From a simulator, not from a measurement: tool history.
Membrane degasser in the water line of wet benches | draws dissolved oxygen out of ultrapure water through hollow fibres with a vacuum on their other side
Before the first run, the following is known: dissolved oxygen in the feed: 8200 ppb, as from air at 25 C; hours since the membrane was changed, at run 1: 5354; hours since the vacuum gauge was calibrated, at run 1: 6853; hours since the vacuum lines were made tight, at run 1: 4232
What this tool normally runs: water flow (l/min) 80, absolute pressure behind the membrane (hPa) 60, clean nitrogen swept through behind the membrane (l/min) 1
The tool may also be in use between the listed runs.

run,hour,water flow (l/min),absolute pressure behind the membrane (hPa),clean nitrogen swept through behind the membrane (l/min),hours since the membrane was changed,hours since the vacuum gauge was calibrated,hours since the vacuum lines were made tight,dissolved oxygen in the water behind the degasser (ppb),pressure that the water loses in the fibres (hPa)
1,0,80,60,1,5354,6853,4232,386.9,274.7
2,88.5,80,60,1,5443,6942,4320,389.7,274.1
3,265,80,60,1,5619,7118,4497,382.8,276.4
4,419.4,74,60,1,5774,7273,4651,360.9,257.3
5,500.2,74,48.4,1,5854,7353,4732,221.8,255
6,588.2,74,39.5,1,5942,7441,4820,114.8,255.6
7,761.1,74,39.5,1,6115,7614,4993,114.9,254.6
8,870.3,74,39.5,1,6225,7724,5102,114.1,254
9,1045.5,74,39.5,1,6400,7899,5277,113.4,254.8
10,1168,74,39.5,1,6522,8021,5400,114.9,257.1
11,1320.2,80,60,1,6674,8173,5552,381,273.5
12,1472.1,80,60,1,6826,8325,5704,377.6,272.9
13,1610.3,80,60,1,6964,8464,5842,380.4,276.7
# hour 1640.5: vacuum gauge calibrated
14,1736,91,60,2.26,7090,95,5967,247.9,313.6
15,1832,61,60,2.87,7186,192,6063,140.3,210.2
16,1965,61,60,2.87,7319,325,6196,139.7,206.3
17,2136.2,61,60,2.87,7490,496,6368,140.1,207.8
18,2276.5,61,60,2.87,7630,636,6508,139.3,212.1
19,2406.1,61,60,2.87,7760,766,6638,138.9,208.5
20,2533.8,111,94,0.88,7888,893,6765,1033.5,380.8
21,2667.3,86,54.8,0.69,8021,1027,6899,405.7,297.9
22,2825.4,80,62.5,1,8179,1185,7057,404.4,275.8
# hour 2940.3: gauge calibrated
23,2952.2,112,130.5,0.54,8306,1312,7184,2006.8,387.1
24,3125.2,112,130.5,0.54,8479,1485,7357,1978.1,382.6
25,3219,117,60,1.02,8573,1578,7450,508,403.3

Forecast each of these 5 alternatives for the next run:
A,3344.8,117,68.2,0.71,8698,1704,7576,?,?
B,3344.8,80,60,0.53,8698,1704,7576,?,?
C,3344.8,61,70,1.1,8698,1704,7576,?,?
D,3344.8,68,109.4,2.89,8698,1704,7576,?,?
E,3344.8,80,45.6,1.87,8698,1704,7576,?,?

run,dissolved oxygen in the water behind the degasser (ppb),pressure that the water loses in the fibres (hPa)
A,759.5,403.9
B,546.6,273.7
C,388.1,210.8
D,394.5,233.2
E,138.5,274
Stripped of hidden state, with their random variation kept, the same runs would have yielded:
run,dissolved oxygen in the water behind the degasser (ppb),pressure that the water loses in the fibres (hPa)
A,762.4,403.8
B,548.7,273.6
C,389.6,210.8
D,396,233.2
E,139,273.9
